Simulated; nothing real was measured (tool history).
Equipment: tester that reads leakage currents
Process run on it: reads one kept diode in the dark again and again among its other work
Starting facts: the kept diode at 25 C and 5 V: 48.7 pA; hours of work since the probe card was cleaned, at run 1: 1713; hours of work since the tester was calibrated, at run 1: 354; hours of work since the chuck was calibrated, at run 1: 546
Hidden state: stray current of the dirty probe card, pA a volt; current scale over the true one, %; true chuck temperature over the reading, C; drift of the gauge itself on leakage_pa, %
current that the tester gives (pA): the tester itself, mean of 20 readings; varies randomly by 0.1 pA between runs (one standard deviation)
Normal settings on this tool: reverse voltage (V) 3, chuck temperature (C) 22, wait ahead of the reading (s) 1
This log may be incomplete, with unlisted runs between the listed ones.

run	hour	reverse voltage (V)	chuck temperature (C)	wait ahead of the reading (s)	hours of work since the probe card was cleaned	hours of work since the tester was calibrated	hours of work since the chuck was calibrated	current that the tester gives (pA)
1	0	3	22	1	1713	354	546	38.94
2	62.8	3	22	1	1738	379	571	39.24
3	133.7	3	22	1	1766	407	600	39.13
4	197.1	3	22	1	1792	433	625	39.52
5	253.6	3	22	1	1814	455	648	39.83
6	294.9	3	22	1.3	1831	472	664	40.12
7	338	3	22	1.3	1848	489	682	40.53
8	373.3	3	22	1.3	1862	503	696	40.55
9	439.6	1.19	22	0.37	1889	530	722	26.21
# hour 487.7: chuck's temperature calibrated
10	519.3	6.63	21	0.32	1920	561	13	52.64
11	581.9	3.21	37	0.31	1945	586	38	133.2
12	615.2	1.27	22	4.73	1958	600	51	23.83
13	665.3	5.51	32	1.25	1979	620	71	112.9
14	696.8	11.01	32	0.83	1991	632	84	159.8

Run 15 has not been measured yet. What should we expect?
15	735.6	6.03	24	0.49	2007	648	99	?

{"run 15": {"current that the tester gives (pA)": 63.41}}
If the tool had no hidden condition, the same run with the same run-to-run variation would have returned current that the tester gives (pA) 48.79.
